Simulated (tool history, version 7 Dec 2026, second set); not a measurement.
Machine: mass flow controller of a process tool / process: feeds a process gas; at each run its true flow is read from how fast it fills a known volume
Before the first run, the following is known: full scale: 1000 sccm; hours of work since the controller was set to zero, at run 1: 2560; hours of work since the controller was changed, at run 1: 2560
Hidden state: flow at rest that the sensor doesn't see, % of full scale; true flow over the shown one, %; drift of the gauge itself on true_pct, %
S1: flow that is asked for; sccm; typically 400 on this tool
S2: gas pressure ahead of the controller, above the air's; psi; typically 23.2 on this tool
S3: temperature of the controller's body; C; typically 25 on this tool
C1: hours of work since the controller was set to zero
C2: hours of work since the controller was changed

{"run": 1, "day": 0.0, "S1": 400, "S2": 23.2, "S3": 25, "C1": 2560, "C2": 2560, "true flow (%)": 101.43}
{"run": 2, "day": 5.708, "S1": 400, "S2": 23.2, "S3": 25, "C1": 2612, "C2": 2612, "true flow (%)": 101.59}
{"run": 3, "day": 10.821, "S1": 400, "S2": 23.2, "S3": 25, "C1": 2659, "C2": 2659, "true flow (%)": 101.73}
{"run": 4, "day": 14.167, "S1": 625, "S2": 23.2, "S3": 25, "C1": 2690, "C2": 2690, "true flow (%)": 101.68}
{"run": 5, "day": 20.996, "S1": 625, "S2": 23.2, "S3": 25, "C1": 2752, "C2": 2752, "true flow (%)": 101.59}
{"run": 6, "day": 24.525, "S1": 625, "S2": 23.2, "S3": 25, "C1": 2785, "C2": 2785, "true flow (%)": 101.66}
{"run": 7, "day": 28.658, "S1": 625, "S2": 23.2, "S3": 25, "C1": 2823, "C2": 2823, "true flow (%)": 101.79}
{"run": 8, "day": 33.275, "S1": 625, "S2": 23.2, "S3": 25, "C1": 2865, "C2": 2865, "true flow (%)": 101.69}
{"run": 9, "day": 39.283, "S1": 625, "S2": 23.2, "S3": 25, "C1": 2920, "C2": 2920, "true flow (%)": 101.56}
{"run": 10, "day": 43.733, "S1": 598, "S2": 23.2, "S3": 25, "C1": 2961, "C2": 2961, "true flow (%)": 101.92}
{"run": 11, "day": 49.371, "S1": 598, "S2": 23.2, "S3": 21, "C1": 3013, "C2": 3013, "true flow (%)": 102.07}
{"run": 12, "day": 52.683, "S1": 598, "S2": 23.2, "S3": 30, "C1": 3043, "C2": 3043, "true flow (%)": 101.71}
{"run": 13, "day": 58.242, "S1": 598, "S2": 23.2, "S3": 30, "C1": 3094, "C2": 3094, "true flow (%)": 101.72}
{"run": 14, "day": 62.229, "S1": 400, "S2": 23.2, "S3": 25, "C1": 3131, "C2": 3131, "true flow (%)": 102.06}
{"run": 15, "day": 68.862, "S1": 400, "S2": 23.2, "S3": 25, "C1": 3192, "C2": 3192, "true flow (%)": 102.22}
{"run": 16, "day": 73.562, "S1": 177, "S2": 23.2, "S3": 25, "C1": 3235, "C2": 3235, "true flow (%)": 104.36}
{"run": 17, "day": 76.642, "S1": 452, "S2": 23.2, "S3": 25, "C1": 3263, "C2": 3263, "true flow (%)": 102.19}
{"run": 18, "day": 82.967, "S1": 400, "S2": 23.2, "S3": 25, "C1": 3321, "C2": 3321, "true flow (%)": 102.37}
{"run": 19, "day": 87.45, "S1": 400, "S2": 23.2, "S3": 25, "C1": 3363, "C2": 3363, "true flow (%)": 102.47}
{"run": 20, "day": 92.312, "S1": 400, "S2": 23.2, "S3": 25, "C1": 3407, "C2": 3407, "true flow (%)": 102.43}
{"run": 21, "day": 97.612, "S1": 587, "S2": 22.2, "S3": 23, "C1": 3456, "C2": 3456, "true flow (%)": 102.25}
{"run": 22, "day": 101.488, "S1": 400, "S2": 31.5, "S3": 25, "C1": 3491, "C2": 3491, "true flow (%)": 102.68}
{"run": 23, "day": 105.642, "S1": 809, "S2": 26.8, "S3": 25, "C1": 3530, "C2": 3530, "true flow (%)": 102.51}
{"run": 24, "day": 112.362, "S1": 384, "S2": 26.4, "S3": 33, "C1": 3591, "C2": 3591, "true flow (%)": 102.54}
{"run": 25, "day": 119.458, "S1": 364, "S2": 23.2, "S3": 25, "C1": 3656, "C2": 3656, "true flow (%)": 102.88}
{"run": 26, "day": 125.342, "S1": 494, "S2": 32.3, "S3": 39, "C1": 3710, "C2": 3710, "true flow (%)": 102.33}
{"run": 27, "day": 131.367, "S1": 494, "S2": 32.3, "S3": 39, "C1": 3766, "C2": 3766, "true flow (%)": 102.19}
{"run": 28, "day": 137.175, "S1": 400, "S2": 37.7, "S3": 34, "C1": 3819, "C2": 3819, "true flow (%)": 103.08}
{"run": 29, "day": 143.342, "S1": 766, "S2": 23.2, "S3": 25, "C1": 3876, "C2": 3876, "true flow (%)": 102.55}
{"run": 30, "day": 149.433, "S1": 400, "S2": 22.2, "S3": 25, "C1": 3932, "C2": 3932, "true flow (%)": 103.04}
{"run": 31, "day": 152.425, "S1": 400, "S2": 22.2, "S3": 25, "C1": 3959, "C2": 3959, "true flow (%)": 103.01}
{"run": 32, "day": 159.379, "S1": 400, "S2": 23.2, "S3": 38, "C1": 4023, "C2": 4023, "true flow (%)": 102.51}
{"run": 33, "day": 162.475, "S1": 224, "S2": 39.0, "S3": 32, "C1": 4051, "C2": 4051, "true flow (%)": 104.95}

Run 34 comes next. What will it give?
{"run": 34, "day": 167.108, "S1": 224, "S2": 34.7, "S3": 32, "C1": 4094, "C2": 4094, "true flow (%)": "?"}

Run 34 gave true flow (%) 104.74.
If the tool had no hidden condition, the same run with the same run-to-run variation would have returned true flow (%) 97.94.

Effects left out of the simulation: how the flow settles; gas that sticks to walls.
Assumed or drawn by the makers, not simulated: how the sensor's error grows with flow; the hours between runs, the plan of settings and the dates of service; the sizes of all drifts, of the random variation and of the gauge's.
